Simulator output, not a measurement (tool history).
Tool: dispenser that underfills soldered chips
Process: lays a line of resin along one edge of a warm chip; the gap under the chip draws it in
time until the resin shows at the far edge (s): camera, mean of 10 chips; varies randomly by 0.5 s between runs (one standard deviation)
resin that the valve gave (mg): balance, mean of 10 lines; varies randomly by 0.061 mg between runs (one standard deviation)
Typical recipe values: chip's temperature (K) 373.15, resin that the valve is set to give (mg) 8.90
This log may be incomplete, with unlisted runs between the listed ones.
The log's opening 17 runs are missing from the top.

run	hour	chip's temperature (K)	resin that the valve is set to give (mg)	time until the resin shows at the far edge (s)	resin that the valve gave (mg)
18	77.4	383.15	8.78	50.7	8.50
# hour 79.6: new syringe of resin
19	81.7	371.15	10.01	51.7	9.81
20	84.3	372.15	10.81	58.1	10.45
21	87.3	382.15	10.41	43.9	10.05
22	91.7	367.15	8.62	114.2	8.29
# hour 92.5: new syringe of resin
23	96.7	367.15	8.62	71.3	8.27
24	101.8	380.15	9.82	54.1	9.46
# hour 105.2: new syringe of resin
25	106.1	378.15	8.19	36.6	7.69
26	109.1	373.15	7.73	54.7	7.42
27	113.4	374.15	11.52	66.3	11.07
# hour 118.0: new syringe of resin
28	119.1	367.15	7.81	61.5	7.36
29	121.7	367.15	7.81	72.0	7.56
30	126.1	373.15	9.74	69.1	9.19
31	129.3	369.15	9.41	100.6	8.93
# hour 130.8: new syringe of resin
32	133.4	375.15	8.30	46.4	7.84

Below are 5 alternative next runs, each starting from the tool's condition after run 32. Predict each:
A	138.1	364.15	10.70	?	?
B	138.1	362.15	8.16	?	?
C	138.1	387.15	10.28	?	?
D	138.1	375.15	8.13	?	?
E	138.1	376.15	9.28	?	?

run	time until the resin shows at the far edge (s)	resin that the valve gave (mg)
A	99.6	10.08
B	113.5	7.74
C	35.2	9.86
D	61.8	7.62
E	57.3	8.69
What these runs would have given with no unlogged condition in the tool:
run	time until the resin shows at the far edge (s)	resin that the valve gave (mg)
A	60.9	10.69
B	68.6	8.20
C	21.6	10.44
D	37.5	8.08
E	34.8	9.22

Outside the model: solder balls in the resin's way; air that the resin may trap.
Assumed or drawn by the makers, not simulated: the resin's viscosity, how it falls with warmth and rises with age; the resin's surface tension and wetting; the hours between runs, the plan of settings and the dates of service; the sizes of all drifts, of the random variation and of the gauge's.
